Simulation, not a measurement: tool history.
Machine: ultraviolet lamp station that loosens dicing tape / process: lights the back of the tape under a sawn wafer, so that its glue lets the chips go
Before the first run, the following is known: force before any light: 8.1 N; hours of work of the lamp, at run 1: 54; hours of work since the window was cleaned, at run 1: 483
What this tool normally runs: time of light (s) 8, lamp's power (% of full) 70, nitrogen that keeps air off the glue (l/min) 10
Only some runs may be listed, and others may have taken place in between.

run  hour  time of light (s)  lamp's power (% of full)  nitrogen that keeps air off the glue (l/min)  hours of work of the lamp  hours of work since the window was cleaned  force that peels the tape off (N)  light that reached the tape (mJ/cm2)
  1     0                  8                        70                                            10                         54                                         483                              0.264                                   393
  2  16.1                  8                        72                                            10                         63                                         491                              0.231                                   402
  3  28.8                  8                        72                                            10                         70                                         498                              0.229                                   400
  4    43                  8                        72                                            10                         77                                         506                              0.241                                   402
  5    54                  8                        72                                            10                         83                                         512                              0.218                                   401
  6  67.5                  8                        72                                            10                         91                                         519                              0.231                                   397

Estimate the outcome of run 7 from the log above:
  7    81                  8                        70                                            17                         98                                         527                                  ?                                     ?

{"run 7": {"force that peels the tape off (N)": 0.161, "light that reached the tape (mJ/cm2)": 388}}
Take away the tool's hidden state, keep the run-to-run variation as it was, and the same run would have given force that peels the tape off (N) 0.16, light that reached the tape (mJ/cm2) 388.
